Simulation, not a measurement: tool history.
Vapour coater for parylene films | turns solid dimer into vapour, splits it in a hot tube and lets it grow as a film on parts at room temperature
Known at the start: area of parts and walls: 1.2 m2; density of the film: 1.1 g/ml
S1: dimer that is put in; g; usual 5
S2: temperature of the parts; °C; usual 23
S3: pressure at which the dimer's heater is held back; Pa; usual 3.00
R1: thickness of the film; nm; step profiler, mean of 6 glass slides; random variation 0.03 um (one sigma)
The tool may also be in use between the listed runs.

Run 1, hour 0.0: usual settings. Result: R1 2780 nm.
Run 2, hour 23.5: usual settings. Result: R1 2740 nm.
Run 3, hour 70.4: usual settings. Result: R1 2670 nm.
Run 4, hour 99.0: usual settings but S3 11.31 Pa. Result: R1 2360 nm.
Run 5, hour 141.4: usual settings but S1 7 g. Result: R1 3680 nm.
Run 6, hour 171.6: usual settings but S1 7 g. Result: R1 3710 nm.
Run 7, hour 214.7: usual settings but S1 7 g. Result: R1 3640 nm.
Run 8, hour 240.7: usual settings but S1 7 g. Result: R1 3620 nm.
At hour 288.2: trap's valve overhauled.
Run 9, hour 288.6: usual settings but S1 8 g, S2 26 °C. Result: R1 4110 nm.
Run 10, hour 309.3: usual settings but S1 8 g, S2 26 °C. Result: R1 4080 nm.
Run 11, hour 338.1: usual settings but S1 7 g. Result: R1 3860 nm.
Run 12, hour 370.2: usual settings but S2 17 °C, S3 6.71 Pa. Result: R1 2980 nm.
Run 13, hour 411.3: usual settings. Result: R1 2710 nm.
Run 14, hour 453.0: usual settings but S3 2.70 Pa. Result: R1 2740 nm.
Run 15, hour 487.9: usual settings but S3 2.70 Pa. Result: R1 2740 nm.

Measured less the same run without the tool's hidden state. The same run-to-run variation is in both; the gauge's scatter may not be:
The hidden state here: vapour lost through the trap's worn valve, %; true temperature of the parts over the reading, C; drift of the gauge itself on film_um, %.
run    R1
  1   -60
  2   -80
  3  -110
  4  -110
  5  -230
  6  -260
  7  -300
  8  -320
  9   -40
 10   -60
 11   -90
 12   -90
 13  -110
 14  -140
 15  -160
